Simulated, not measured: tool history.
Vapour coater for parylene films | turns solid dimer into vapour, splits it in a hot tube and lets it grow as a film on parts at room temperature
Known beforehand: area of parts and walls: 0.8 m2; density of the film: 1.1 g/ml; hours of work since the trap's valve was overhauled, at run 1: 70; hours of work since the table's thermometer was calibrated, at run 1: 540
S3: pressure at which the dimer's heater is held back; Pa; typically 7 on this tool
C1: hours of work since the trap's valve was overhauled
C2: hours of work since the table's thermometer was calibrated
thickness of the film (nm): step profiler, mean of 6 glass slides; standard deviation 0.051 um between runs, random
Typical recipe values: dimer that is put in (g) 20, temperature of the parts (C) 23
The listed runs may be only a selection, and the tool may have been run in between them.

Run 1, hour 0: usual settings; C1 70; C2 540. Result: thickness of the film (nm) 13200.
Run 2, hour 22: usual settings; C1 79; C2 549. Result: thickness of the film (nm) 13070.
Run 3, hour 60.9: usual settings but temperature of the parts (C) 32; C1 95; C2 565. Result: thickness of the film (nm) 8420.
Run 4, hour 101.2: usual settings; C1 112; C2 582. Result: thickness of the film (nm) 13050.
Run 5, hour 123.5: usual settings but temperature of the parts (C) 19; C1 121; C2 591. Result: thickness of the film (nm) 15840.
Run 6, hour 148.2: usual settings but dimer that is put in (g) 14, temperature of the parts (C) 19; C1 132; C2 602. Result: thickness of the film (nm) 11070.
Run 7, hour 193.2: usual settings; C1 150; C2 620. Result: thickness of the film (nm) 12860.
Run 8, hour 234: usual settings; C1 167; C2 637. Result: thickness of the film (nm) 12820.
Run 9, hour 261.2: usual settings but S3 9.39 Pa; C1 179; C2 649. Result: thickness of the film (nm) 12370.
Run 10, hour 290.3: usual settings but dimer that is put in (g) 23; C1 191; C2 661. Result: thickness of the film (nm) 14800.
Run 11, hour 318.4: usual settings but S3 3.8 Pa; C1 202; C2 672. Result: thickness of the film (nm) 13910.
Run 12, hour 346.4: usual settings but S3 3.36 Pa; C1 214; C2 684. Result: thickness of the film (nm) 14080.
Run 13, hour 388.1: usual settings but S3 3.36 Pa; C1 231; C2 701. Result: thickness of the film (nm) 14110.
Run 14, hour 427: usual settings but dimer that is put in (g) 17, temperature of the parts (C) 24, S3 4.66 Pa; C1 247; C2 717. Result: thickness of the film (nm) 10860.
Run 15, hour 466.2: usual settings but dimer that is put in (g) 31, temperature of the parts (C) 18, S3 4.95 Pa; C1 264; C2 734. Result: thickness of the film (nm) 26360.
Run 16, hour 502.2: usual settings but dimer that is put in (g) 31, temperature of the parts (C) 18, S3 4.95 Pa; C1 279; C2 749. Result: thickness of the film (nm) 26260.
Run 17, hour 521.9: usual settings but dimer that is put in (g) 29, temperature of the parts (C) 21, S3 7.38 Pa; C1 287; C2 757. Result: thickness of the film (nm) 20190.
Run 18, hour 566.3: usual settings but dimer that is put in (g) 28, temperature of the parts (C) 21, S3 7.38 Pa; C1 305; C2 775. Result: thickness of the film (nm) 19330.
Run 19, hour 610.3: usual settings but dimer that is put in (g) 23, S3 2.21 Pa; C1 324; C2 794. Result: thickness of the film (nm) 16900.
Run 20, hour 652.3: usual settings but dimer that is put in (g) 23, S3 2.21 Pa; C1 341; C2 811. Result: thickness of the film (nm) 16790.

Here are 5 independent what-if runs from the current tool condition. What would each one return?
Run A, hour 676.1: usual settings but dimer that is put in (g) 17, temperature of the parts (C) 16, S3 6.74 Pa; C1 351; C2 821. Result: thickness of the film (nm) ?.
Run B, hour 676.1: usual settings but dimer that is put in (g) 23, temperature of the parts (C) 30, S3 4.51 Pa; C1 351; C2 821. Result: thickness of the film (nm) ?.
Run C, hour 676.1: usual settings but S3 10.63 Pa; C1 351; C2 821. Result: thickness of the film (nm) ?.
Run D, hour 676.1: usual settings but dimer that is put in (g) 27, temperature of the parts (C) 21, S3 3.59 Pa; C1 351; C2 821. Result: thickness of the film (nm) ?.
Run E, hour 676.1: usual settings but dimer that is put in (g) 23, S3 3.28 Pa; C1 351; C2 821. Result: thickness of the film (nm) ?.

run  thickness of the film (nm)
  A                       15100
  B                       10730
  C                       11860
  D                       20330
  E                       15850
Stripped of hidden state, with their random variation kept, the same runs would have yielded:
run  thickness of the film (nm)
  A                       16150
  B                       11480
  C                       12680
  D                       21740
  E                       16960

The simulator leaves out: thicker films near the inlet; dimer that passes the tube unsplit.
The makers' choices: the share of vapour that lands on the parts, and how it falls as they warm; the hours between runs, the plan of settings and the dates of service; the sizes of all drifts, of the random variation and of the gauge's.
